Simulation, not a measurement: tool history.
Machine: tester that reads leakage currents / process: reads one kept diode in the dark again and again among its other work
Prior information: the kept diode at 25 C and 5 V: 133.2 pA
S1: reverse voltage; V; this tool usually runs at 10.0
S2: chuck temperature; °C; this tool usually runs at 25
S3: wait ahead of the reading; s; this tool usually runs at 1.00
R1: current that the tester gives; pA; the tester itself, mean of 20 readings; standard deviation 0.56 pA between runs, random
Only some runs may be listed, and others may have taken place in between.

run	hour	S1	S2	S3	R1
1	0.0	10.0	25	1.00	201.71
2	18.1	10.0	25	1.00	202.01
3	57.0	10.0	25	1.00	202.74
4	77.2	10.0	25	1.00	204.59
5	105.5	10.0	25	1.00	205.16
6	124.7	10.0	25	1.00	205.49
7	151.0	10.0	25	1.00	205.52
8	176.3	2.3	25	1.00	101.43
9	207.5	2.3	25	1.00	102.39
10	224.5	2.3	25	1.00	103.00
11	259.6	2.3	25	1.00	102.86
12	289.4	10.0	25	8.15	208.42
13	314.1	1.1	25	1.00	72.68
14	343.7	1.1	25	1.00	72.58
15	377.9	10.0	25	1.66	212.08
16	402.5	10.0	25	1.66	211.87
17	423.5	10.0	25	1.00	213.64
18	441.0	4.6	25	1.00	146.43
19	463.3	18.3	25	1.00	286.81
20	485.1	10.0	56	1.00	3063.27
21	517.8	10.0	56	1.00	3072.59
22	549.5	9.1	39	1.26	727.25
23	587.3	10.0	25	1.36	216.34
24	618.4	10.0	25	1.36	217.09
# hour 631.9: chuck's temperature calibrated
25	652.8	10.0	25	0.50	188.81
26	671.1	14.7	57	2.86	3598.33
27	704.7	14.7	57	2.86	3590.01
28	737.2	14.7	25	2.86	229.27
29	769.8	1.6	58	0.46	1361.68
30	802.9	6.3	23	1.75	126.54
31	838.6	6.3	23	1.75	128.24
32	869.5	5.9	23	1.75	124.79
33	895.9	5.6	21	1.00	100.71
34	923.0	1.4	21	2.54	51.21
35	941.6	1.4	21	2.54	51.47
36	981.2	1.7	28	3.04	110.64
37	1002.4	6.2	25	0.66	157.78
38	1026.9	6.2	25	0.66	158.07
39	1061.3	1.3	57	1.75	1171.20

Table of differences, measured result less the result of that run with no hidden state. Run-to-run variation is the same in both. Gauge scatter possibly is not:
Hidden state present: stray current of the dirty probe card, pA a volt; current scale over the true one, %; true chuck temperature over the reading, C; drift of the gauge itself on leakage_pa, %.
run	R1
1	+15.48
2	+15.90
3	+16.85
4	+17.55
5	+18.26
6	+18.75
7	+19.30
8	+9.46
9	+9.92
10	+10.21
11	+10.57
12	+22.92
13	+7.80
14	+8.04
15	+25.39
16	+25.92
17	+26.55
18	+18.10
19	+37.66
20	+311.82
21	+321.56
22	+87.83
23	+30.67
24	+31.58
25	+2.64
26	+11.86
27	+22.73
28	+6.26
29	+16.34
30	+4.07
31	+4.68
32	+5.03
33	+4.66
34	+2.19
35	+2.32
36	+4.91
37	+8.49
38	+8.94
39	+46.80
